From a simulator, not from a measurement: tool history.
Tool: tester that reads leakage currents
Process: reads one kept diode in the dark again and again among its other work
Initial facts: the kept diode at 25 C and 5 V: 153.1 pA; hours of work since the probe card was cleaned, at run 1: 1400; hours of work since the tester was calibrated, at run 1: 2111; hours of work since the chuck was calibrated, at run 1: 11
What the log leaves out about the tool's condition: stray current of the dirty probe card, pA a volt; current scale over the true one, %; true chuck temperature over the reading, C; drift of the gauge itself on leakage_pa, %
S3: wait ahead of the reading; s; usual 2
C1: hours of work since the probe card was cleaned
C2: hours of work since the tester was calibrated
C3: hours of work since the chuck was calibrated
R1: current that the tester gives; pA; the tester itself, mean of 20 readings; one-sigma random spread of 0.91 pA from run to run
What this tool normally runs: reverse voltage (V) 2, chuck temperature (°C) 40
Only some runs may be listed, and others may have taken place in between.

run 1 hour=0 | reverse_voltage_(V)=2 chuck_temperature_(°C)=40 S3=2 | C1=1400 C2=2111 C3=11 | R1=306.01
run 2 hour=107.6 | reverse_voltage_(V)=2 chuck_temperature_(°C)=40 S3=2 | C1=1462 C2=2173 C3=73 | R1=308.46
run 3 hour=239.7 | reverse_voltage_(V)=2 chuck_temperature_(°C)=40 S3=2 | C1=1539 C2=2249 C3=149 | R1=310.61
run 4 hour=303.4 | reverse_voltage_(V)=2.61 chuck_temperature_(°C)=40 S3=2 | C1=1575 C2=2286 C3=185 | R1=350.8
run 5 hour=375 | reverse_voltage_(V)=2 chuck_temperature_(°C)=40 S3=2 | C1=1617 C2=2327 C3=227 | R1=311.96
-- hour=399.6 tester calibrated
run 6 hour=448.1 | reverse_voltage_(V)=2 chuck_temperature_(°C)=40 S3=4.54 | C1=1658 C2=28 C3=268 | R1=313.56
run 7 hour=531.6 | reverse_voltage_(V)=2 chuck_temperature_(°C)=40 S3=4.54 | C1=1706 C2=76 C3=316 | R1=314.45
run 8 hour=626.1 | reverse_voltage_(V)=2 chuck_temperature_(°C)=40 S3=4.54 | C1=1760 C2=131 C3=370 | R1=316.94
run 9 hour=734.9 | reverse_voltage_(V)=2 chuck_temperature_(°C)=40 S3=4.54 | C1=1823 C2=193 C3=433 | R1=317.86
run 10 hour=799.3 | reverse_voltage_(V)=2 chuck_temperature_(°C)=40 S3=4.54 | C1=1860 C2=230 C3=470 | R1=319.08
run 11 hour=906.1 | reverse_voltage_(V)=6.54 chuck_temperature_(°C)=40 S3=1.93 | C1=1921 C2=292 C3=532 | R1=565.14
run 12 hour=1005.9 | reverse_voltage_(V)=1.65 chuck_temperature_(°C)=30 S3=1.93 | C1=1979 C2=349 C3=589 | R1=143.44
-- hour=1100.3 tester calibrated, once more
run 13 hour=1150.9 | reverse_voltage_(V)=2 chuck_temperature_(°C)=37 S3=0.84 | C1=2061 C2=29 C3=672 | R1=261.33
run 14 hour=1244.7 | reverse_voltage_(V)=14.74 chuck_temperature_(°C)=21 S3=0.43 | C1=2116 C2=83 C3=726 | R1=227.1
run 15 hour=1386.8 | reverse_voltage_(V)=14.74 chuck_temperature_(°C)=21 S3=0.43 | C1=2197 C2=165 C3=808 | R1=230.63

Here are 4 independent what-if runs from the current tool condition. What would each one return?
run A hour=1500.6 | reverse_voltage_(V)=3.44 chuck_temperature_(°C)=22 S3=4.19 | C1=2263 C2=231 C3=873 | R1=?
run B hour=1500.6 | reverse_voltage_(V)=2.14 chuck_temperature_(°C)=30 S3=2 | C1=2263 C2=231 C3=873 | R1=?
run C hour=1500.6 | reverse_voltage_(V)=2.29 chuck_temperature_(°C)=40 S3=3.21 | C1=2263 C2=231 C3=873 | R1=?
run D hour=1500.6 | reverse_voltage_(V)=15.51 chuck_temperature_(°C)=21 S3=2 | C1=2263 C2=231 C3=873 | R1=?

run=A R1=116.54
run=B R1=165.95
run=C R1=348.26
run=D R1=237.83
With no hidden state in the tool, these same runs would have given:
run=A R1=101.68
run=B R1=150.46
run=C R1=321.23
run=D R1=191.84
